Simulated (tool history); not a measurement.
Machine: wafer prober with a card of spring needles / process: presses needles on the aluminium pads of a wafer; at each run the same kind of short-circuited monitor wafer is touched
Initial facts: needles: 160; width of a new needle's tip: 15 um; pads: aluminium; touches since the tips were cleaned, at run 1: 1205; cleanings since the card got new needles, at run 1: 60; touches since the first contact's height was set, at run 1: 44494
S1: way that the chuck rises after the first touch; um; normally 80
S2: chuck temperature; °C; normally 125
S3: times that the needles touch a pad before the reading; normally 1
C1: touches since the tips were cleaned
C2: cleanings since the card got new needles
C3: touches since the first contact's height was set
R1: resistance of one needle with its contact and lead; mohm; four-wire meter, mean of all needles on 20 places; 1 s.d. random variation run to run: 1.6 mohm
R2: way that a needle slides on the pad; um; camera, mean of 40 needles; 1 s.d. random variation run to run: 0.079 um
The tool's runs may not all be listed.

Run 1, day 0.000: usual settings; C1 1205; C2 60; C3 44494. Result: R1 152 mohm, R2 19.64 um.
At day 0.067: tips cleaned on abrasive film.
At day 0.217: tips cleaned on abrasive film.
Run 2, day 0.300: usual settings; C1 1384; C2 62; C3 49414. Result: R1 151 mohm, R2 19.62 um.
At day 0.358: tips cleaned on abrasive film.
At day 0.521: tips cleaned on abrasive film.
At day 0.667: tips cleaned on abrasive film.
Run 3, day 0.775: usual settings; C1 1850; C2 65; C3 57259. Result: R1 150 mohm, R2 19.53 um.
At day 0.812: tips cleaned on abrasive film.
At day 0.971: tips cleaned on abrasive film.
Run 4, day 1.054: usual settings; C1 1361; C2 67; C3 61826. Result: R1 149 mohm, R2 19.66 um.
At day 1.121: tips cleaned on abrasive film.
At day 1.271: tips cleaned on abrasive film.
Run 5, day 1.325: usual settings; C1 915; C2 69; C3 66276. Result: R1 151 mohm, R2 19.49 um.
At day 1.412: tips cleaned on abrasive film.
At day 1.562: tips cleaned on abrasive film.
Run 6, day 1.600: usual settings; C1 663; C2 71; C3 70822. Result: R1 147 mohm, R2 19.72 um.
At day 1.712: tips cleaned on abrasive film.
At day 1.862: tips cleaned on abrasive film.
Run 7, day 1.892: usual settings but S1 83 um; C1 516; C2 73; C3 75627. Result: R1 150 mohm, R2 20.24 um.
At day 2.012: tips cleaned on abrasive film.
At day 2.158: tips cleaned on abrasive film.
Run 8, day 2.175: usual settings but S1 74 um; C1 258; C2 75; C3 80264. Result: R1 148 mohm, R2 18.00 um.
At day 2.300: tips cleaned on abrasive film.
At day 2.458: tips cleaned on abrasive film.
Run 9, day 2.458: usual settings but S1 74 um; C1 26; C2 77; C3 84928. Result: R1 152 mohm, R2 18.11 um.
At day 2.592: tips cleaned on abrasive film.
At day 2.750: tips cleaned on abrasive film.
Run 10, day 2.771: usual settings but S2 32 °C; C1 415; C2 79; C3 90097. Result: R1 131 mohm, R2 19.64 um.
At day 2.900: tips cleaned on abrasive film.
Run 11, day 2.983: usual settings; C1 1427; C2 80; C3 93584. Result: R1 152 mohm, R2 19.71 um.
At day 3.038: tips cleaned on abrasive film.
At day 3.179: tips cleaned on abrasive film.
At day 3.325: tips cleaned on abrasive film.
Run 12, day 3.383: usual settings; C1 979; C2 83; C3 100131. Result: R1 148 mohm, R2 19.63 um.
At day 3.475: tips cleaned on abrasive film.
At day 3.625: tips cleaned on abrasive film.
At day 3.771: tips cleaned on abrasive film.
Run 13, day 3.788: usual settings but S3 2; C1 254; C2 86; C3 106779. Result: R1 152 mohm, R2 19.68 um.
At day 3.908: tips cleaned on abrasive film.
At day 4.017: height of the first contact set anew.
At day 4.079: tips cleaned on abrasive film.
At day 4.233: tips cleaned on abrasive film.
Run 14, day 4.308: usual settings; C1 1254; C2 89; C3 4824. Result: R1 151 mohm, R2 19.77 um.
At day 4.375: tips cleaned on abrasive film.
At day 4.517: tips cleaned on abrasive film.
At day 4.679: tips cleaned on abrasive film.
Run 15, day 4.679: usual settings; C1 0; C2 92; C3 10865. Result: R1 149 mohm, R2 19.85 um.
At day 4.825: tips cleaned on abrasive film.
At day 4.967: tips cleaned on abrasive film.
Run 16, day 5.033: usual settings; C1 1161; C2 94; C3 16753. Result: R1 147 mohm, R2 19.76 um.
At day 5.100: tips cleaned on abrasive film.
At day 5.258: tips cleaned on abrasive film.
At day 5.417: tips cleaned on abrasive film.
Run 17, day 5.479: usual settings; C1 1075; C2 97; C3 24101. Result: R1 148 mohm, R2 19.64 um.
At day 5.579: tips cleaned on abrasive film.
At day 5.721: tips cleaned on abrasive film.
Run 18, day 5.767: usual settings but S1 89 um, S2 27 °C, S3 2; C1 763; C2 99; C3 28773. Result: R1 133 mohm, R2 21.97 um.
At day 5.854: tips cleaned on abrasive film.
At day 6.008: tips cleaned on abrasive film.
Run 19, day 6.029: usual settings but S1 89 um, S2 27 °C, S3 2; C1 359; C2 101; C3 33120. Result: R1 137 mohm, R2 22.06 um.
At day 6.150: tips cleaned on abrasive film.
Run 20, day 6.238: usual settings but S1 89 um, S2 124 °C; C1 1453; C2 102; C3 36562. Result: R1 150 mohm, R2 22.06 um.
At day 6.296: tips cleaned on abrasive film.
At day 6.442: tips cleaned on abrasive film.
Run 21, day 6.567: usual settings but S1 64 um, S2 124 °C, S3 2; C1 2113; C2 104; C3 41961. Result: R1 153 mohm, R2 15.74 um.
At day 6.600: tips cleaned on abrasive film.
At day 6.750: tips cleaned on abrasive film.
At day 6.900: tips cleaned on abrasive film.
Run 22, day 6.938: usual settings but S1 64 um, S2 124 °C, S3 2; C1 619; C2 107; C3 48077. Result: R1 152 mohm, R2 15.98 um.
At day 7.038: tips cleaned on abrasive film.
At day 7.183: tips cleaned on abrasive film.
At day 7.329: tips cleaned on abrasive film.
Run 23, day 7.421: usual settings but S1 69 um, S2 77 °C, S3 3; C1 1603; C2 110; C3 56064. Result: R1 143 mohm, R2 17.09 um.
At day 7.488: tips cleaned on abrasive film.
At day 7.642: tips cleaned on abrasive film.
Run 24, day 7.704: usual settings but S1 69 um, S2 112 °C; C1 1060; C2 112; C3 60668. Result: R1 151 mohm, R2 17.11 um.
At day 7.788: tips cleaned on abrasive film.
At day 7.950: tips cleaned on abrasive film.
Run 25, day 8.079: usual settings but S1 74 um, S2 65 °C, S3 2; C1 2147; C2 114; C3 66861. Result: R1 142 mohm, R2 18.43 um.
At day 8.112: tips cleaned on abrasive film.
At day 8.271: tips cleaned on abrasive film.
Run 26, day 8.308: usual settings but S1 74 um, S2 65 °C, S3 2; C1 625; C2 116; C3 70631. Result: R1 143 mohm, R2 18.41 um.
At day 8.429: tips cleaned on abrasive film.
At day 8.567: tips cleaned on abrasive film.
At day 8.712: tips cleaned on abrasive film.
Run 27, day 8.712: usual settings but S1 74 um, S2 43 °C, S3 2; C1 0; C2 119; C3 77278. Result: R1 137 mohm, R2 18.35 um.
At day 8.850: tips cleaned on abrasive film.
At day 9.000: tips cleaned on abrasive film.
Run 28, day 9.083: usual settings but S1 68 um, S2 35 °C, S3 3; C1 1420; C2 121; C3 83426. Result: R1 138 mohm, R2 16.88 um.
At day 9.146: tips cleaned on abrasive film.
At day 9.292: tips cleaned on abrasive film.
At day 9.450: tips cleaned on abrasive film.
Run 29, day 9.542: usual settings but S2 52 °C; C1 1563; C2 124; C3 90975. Result: R1 140 mohm, R2 19.78 um.

3 options for the next run, each taken on its own from the tool as it stands now. Forecast them:
At day 9.608: tips cleaned on abrasive film.
At day 9.758: tips cleaned on abrasive film.
At day 9.904: tips cleaned on abrasive film.
Run A, day 9.925: usual settings; C1 354; C2 127; C3 97197. Result: R1 ?, R2 ?.
At day 9.608: tips cleaned on abrasive film.
At day 9.758: tips cleaned on abrasive film.
At day 9.904: tips cleaned on abrasive film.
Run B, day 9.925: usual settings but S3 3; C1 354; C2 127; C3 97197. Result: R1 ?, R2 ?.
At day 9.608: tips cleaned on abrasive film.
At day 9.758: tips cleaned on abrasive film.
At day 9.904: tips cleaned on abrasive film.
Run C, day 9.925: usual settings but S1 75 um, S2 100 °C; C1 354; C2 127; C3 97197. Result: R1 ?, R2 ?.

run   R1     R2
  A  150  19.95
  B  148  20.09
  C  144  18.77
Take away the tool's hidden state, keep each run's random variation, and the runs would have read:
run   R1     R2
  A  149  19.57
  B  148  19.70
  C  143  18.41
